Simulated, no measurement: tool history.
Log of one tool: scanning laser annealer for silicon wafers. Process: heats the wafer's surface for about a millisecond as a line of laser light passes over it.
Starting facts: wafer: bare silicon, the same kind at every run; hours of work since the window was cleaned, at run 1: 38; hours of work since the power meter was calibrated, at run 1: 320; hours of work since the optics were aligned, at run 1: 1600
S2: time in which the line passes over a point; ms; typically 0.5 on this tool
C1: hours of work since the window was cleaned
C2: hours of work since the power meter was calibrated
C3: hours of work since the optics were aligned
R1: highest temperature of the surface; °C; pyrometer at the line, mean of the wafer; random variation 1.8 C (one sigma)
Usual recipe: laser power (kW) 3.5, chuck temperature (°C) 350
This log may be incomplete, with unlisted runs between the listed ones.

{"run": 1, "day": 0.0, "laser power (kW)": 3.5, "S2": 0.5, "chuck temperature (°C)": 350, "C1": 38, "C2": 320, "C3": 1600, "R1": 1075}
{"run": 2, "day": 1.862, "laser power (kW)": 3.5, "S2": 0.5, "chuck temperature (°C)": 350, "C1": 67, "C2": 349, "C3": 1629, "R1": 1073}
{"run": 3, "day": 3.5, "laser power (kW)": 3.5, "S2": 0.5, "chuck temperature (°C)": 350, "C1": 92, "C2": 374, "C3": 1654, "R1": 1078}
{"run": 4, "day": 5.229, "laser power (kW)": 3.5, "S2": 0.5, "chuck temperature (°C)": 350, "C1": 119, "C2": 401, "C3": 1681, "R1": 1076}
{"run": 5, "day": 6.771, "laser power (kW)": 3.5, "S2": 0.5, "chuck temperature (°C)": 350, "C1": 143, "C2": 425, "C3": 1705, "R1": 1075}
{"run": 6, "day": 7.679, "laser power (kW)": 3.5, "S2": 0.5, "chuck temperature (°C)": 350, "C1": 157, "C2": 439, "C3": 1719, "R1": 1078}
{"run": 7, "day": 9.079, "laser power (kW)": 3.5, "S2": 0.498, "chuck temperature (°C)": 358, "C1": 179, "C2": 460, "C3": 1741, "R1": 1082}
{"run": 8, "day": 10.646, "laser power (kW)": 3.5, "S2": 0.476, "chuck temperature (°C)": 358, "C1": 203, "C2": 485, "C3": 1765, "R1": 1071}
{"run": 9, "day": 11.783, "laser power (kW)": 3.432, "S2": 0.377, "chuck temperature (°C)": 333, "C1": 221, "C2": 502, "C3": 1783, "R1": 961}
{"run": 10, "day": 13.458, "laser power (kW)": 3.5, "S2": 0.463, "chuck temperature (°C)": 350, "C1": 247, "C2": 528, "C3": 1809, "R1": 1055}

Each row is a separate what-if for the run after 10, all from the same tool condition, not one after another. Results?
{"run": "A", "day": 14.908, "laser power (kW)": 3.5, "S2": 0.527, "chuck temperature (°C)": 382, "C1": 269, "C2": 551, "C3": 1831, "R1": "?"}
{"run": "B", "day": 14.908, "laser power (kW)": 3.5, "S2": 0.588, "chuck temperature (°C)": 380, "C1": 269, "C2": 551, "C3": 1831, "R1": "?"}
{"run": "C", "day": 14.908, "laser power (kW)": 3.355, "S2": 0.614, "chuck temperature (°C)": 319, "C1": 269, "C2": 551, "C3": 1831, "R1": "?"}

run=A R1=1123
run=B R1=1155
run=C R1=1079
Without the tool's unlogged condition, the same runs would have read:
run=A R1=1123
run=B R1=1155
run=C R1=1079
